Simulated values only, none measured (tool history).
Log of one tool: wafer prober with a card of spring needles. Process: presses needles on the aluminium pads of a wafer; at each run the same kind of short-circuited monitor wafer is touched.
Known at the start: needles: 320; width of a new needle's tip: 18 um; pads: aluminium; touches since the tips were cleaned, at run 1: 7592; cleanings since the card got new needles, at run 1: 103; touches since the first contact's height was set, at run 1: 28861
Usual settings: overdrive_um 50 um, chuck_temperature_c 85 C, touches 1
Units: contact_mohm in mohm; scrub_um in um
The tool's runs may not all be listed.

| run | day | overdrive_um | chuck_temperature_c | touches | touches since the tips were cleaned | cleanings since the card got new needles | touches since the first contact's height was set | contact_mohm | scrub_um |
|---|---|---|---|---|---|---|---|---|---|
| 1 | 0 | 50 | 85 | 1 | 7592 | 103 | 28861 | 268 | 10.03 |
|  | 0.208 | tips cleaned on abrasive film |
|  | 1.325 | tips cleaned on abrasive film |
|  | 2.562 | tips cleaned on abrasive film |
|  | 3.796 | tips cleaned on abrasive film |
| 2 | 4.158 | 50 | 85 | 1 | 3003 | 107 | 63297 | 209 | 9.99 |
|  | 4.883 | tips cleaned on abrasive film |
|  | 5.938 | tips cleaned on abrasive film |
| 3 | 6.25 | 52 | 85 | 1 | 2623 | 109 | 80647 | 193 | 10.32 |
|  | 7.021 | tips cleaned on abrasive film |
|  | 8.079 | tips cleaned on abrasive film |
|  | 9.246 | tips cleaned on abrasive film |
| 4 | 9.708 | 50 | 85 | 1 | 3858 | 112 | 109317 | 230 | 9.88 |
|  | 10.454 | tips cleaned on abrasive film |
|  | 11.662 | tips cleaned on abrasive film |
| 5 | 12.017 | 50 | 85 | 1 | 2945 | 114 | 128426 | 213 | 9.79 |
|  | 12.938 | tips cleaned on abrasive film |
|  | 14.092 | tips cleaned on abrasive film |
| 6 | 14.108 | 50 | 85 | 1 | 123 | 116 | 145752 | 148 | 9.76 |
|  | 15.242 | tips cleaned on abrasive film |
|  | 16.4 | tips cleaned on abrasive film |
|  | 17.454 | tips cleaned on abrasive film |
| 7 | 17.833 | 50 | 85 | 1 | 3184 | 119 | 176655 | 226 | 9.72 |
|  | 18.533 | tips cleaned on abrasive film |
|  | 19.712 | tips cleaned on abrasive film |
|  | 20.971 | tips cleaned on abrasive film |
| 8 | 21.125 | 50 | 85 | 1 | 1265 | 122 | 203901 | 188 | 9.7 |
|  | 22.05 | tips cleaned on abrasive film |
|  | 23.242 | tips cleaned on abrasive film |
| 9 | 24.221 | 50 | 85 | 2 | 8139 | 124 | 229599 | 223 | 9.64 |
|  | 24.483 | tips cleaned on abrasive film |
|  | 25.55 | tips cleaned on abrasive film |
|  | 25.821 | height of the first contact set anew |
|  | 26.7 | tips cleaned on abrasive film |
|  | 27.854 | tips cleaned on abrasive film |
| 10 | 28 | 50 | 85 | 2 | 1233 | 128 | 18080 | 150 | 10.06 |
|  | 28.942 | tips cleaned on abrasive film |
|  | 30.171 | tips cleaned on abrasive film |
| 11 | 30.504 | 50 | 85 | 2 | 2781 | 130 | 38828 | 176 | 10.04 |
|  | 31.3 | tips cleaned on abrasive film |
|  | 32.408 | tips cleaned on abrasive film |
| 12 | 33.279 | 50 | 85 | 2 | 7235 | 132 | 61826 | 208 | 9.96 |
|  | 33.454 | tips cleaned on abrasive film |
|  | 34.65 | tips cleaned on abrasive film |
|  | 35.862 | tips cleaned on abrasive film |
| 13 | 35.862 | 50 | 85 | 1 | 0 | 135 | 83229 | 142 | 9.92 |
|  | 37.088 | tips cleaned on abrasive film |
| 14 | 37.775 | 50 | 85 | 1 | 5729 | 136 | 99104 | 265 | 9.88 |
|  | 38.242 | tips cleaned on abrasive film |
|  | 39.4 | tips cleaned on abrasive film |
| 15 | 40.025 | 50 | 85 | 1 | 5210 | 138 | 117749 | 262 | 9.85 |
|  | 40.542 | tips cleaned on abrasive film |
|  | 41.783 | tips cleaned on abrasive film |
|  | 43.008 | tips cleaned on abrasive film |
| 16 | 43.462 | 50 | 85 | 1 | 3797 | 141 | 146247 | 247 | 9.83 |
|  | 44.238 | tips cleaned on abrasive film |
|  | 45.475 | tips cleaned on abrasive film |
|  | 46.592 | tips cleaned on abrasive film |
| 17 | 46.592 | 67 | 50 | 2 | 0 | 144 | 172164 | 117 | 13.21 |
|  | 47.775 | tips cleaned on abrasive film |
|  | 48.804 | tips cleaned on abrasive film |
| 18 | 49.225 | 43 | 45 | 1 | 3504 | 146 | 193988 | 288 | 8.32 |

Forecast run 19:
|  | 49.871 | tips cleaned on abrasive film |
|  | 51.075 | tips cleaned on abrasive film |
| 19 | 51.646 | 56 | 85 | 1 | 4763 | 148 | 214058 | ? | ? |

{"run 19": {"contact_mohm": 228, "scrub_um": 10.9}}
Without the tool's hidden state the same run would have given contact_mohm 116 mohm, scrub_um 11.29 um.
